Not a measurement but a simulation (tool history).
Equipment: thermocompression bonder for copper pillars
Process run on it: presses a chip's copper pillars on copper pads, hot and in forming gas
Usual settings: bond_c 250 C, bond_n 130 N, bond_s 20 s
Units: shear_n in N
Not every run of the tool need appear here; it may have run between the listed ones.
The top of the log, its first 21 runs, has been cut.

| run | hour | bond_c | bond_n | bond_s | hours of work since the heater was calibrated | hours of work since the force cell was calibrated | hours of work since the gas filter was changed | shear_n |
|---|---|---|---|---|---|---|---|---|
| 22 | 216.2 | 260 | 118 | 21 | 151 | 205 | 127 | 64.7 |
| 23 | 227.8 | 238 | 156 | 34 | 158 | 213 | 134 | 71.7 |
| 24 | 234.3 | 238 | 156 | 34 | 163 | 217 | 139 | 71.0 |
|  | 236.1 | forming gas filter changed |
| 25 | 246.3 | 222 | 183 | 30 | 171 | 225 | 7 | 66.1 |
| 26 | 256.5 | 222 | 183 | 30 | 177 | 232 | 14 | 66.6 |
| 27 | 265.1 | 251 | 95 | 20 | 183 | 237 | 19 | 48.1 |
|  | 267.7 | force cell calibrated |
| 28 | 278.0 | 250 | 130 | 53 | 191 | 7 | 27 | 87.0 |
| 29 | 284.4 | 263 | 153 | 26 | 195 | 11 | 31 | 90.3 |
|  | 293.0 | force cell calibrated, once more |
| 30 | 298.6 | 225 | 130 | 16 | 204 | 4 | 40 | 39.7 |
| 31 | 304.5 | 248 | 130 | 20 | 207 | 8 | 44 | 62.0 |
| 32 | 312.0 | 252 | 93 | 50 | 212 | 13 | 49 | 67.9 |
| 33 | 320.7 | 250 | 127 | 26 | 218 | 19 | 55 | 68.2 |
| 34 | 331.3 | 226 | 127 | 36 | 225 | 26 | 62 | 55.1 |
| 35 | 338.7 | 226 | 127 | 36 | 230 | 31 | 67 | 55.0 |
| 36 | 345.4 | 226 | 96 | 27 | 235 | 35 | 71 | 36.9 |
| 37 | 354.5 | 226 | 96 | 27 | 241 | 41 | 77 | 36.3 |
| 38 | 363.9 | 221 | 148 | 13 | 247 | 47 | 84 | 39.2 |

What if the next run were any one of these 5? Each begins from the tool's condition after run 38:
| A | 373.6 | 250 | 109 | 11 | 254 | 54 | 90 | ? |
| B | 373.6 | 250 | 120 | 20 | 254 | 54 | 90 | ? |
| C | 373.6 | 225 | 148 | 19 | 254 | 54 | 90 | ? |
| D | 373.6 | 221 | 87 | 13 | 254 | 54 | 90 | ? |
| E | 373.6 | 250 | 160 | 13 | 254 | 54 | 90 | ? |

| run | shear_n |
|---|---|
| A | 42.4 |
| B | 59.2 |
| C | 47.5 |
| D | 21.6 |
| E | 65.0 |
With the hidden condition removed and each run's random variation left untouched, the same runs would have given:
| run | shear_n |
|---|---|
| A | 43.0 |
| B | 60.2 |
| C | 48.0 |
| D | 21.7 |
| E | 66.1 |
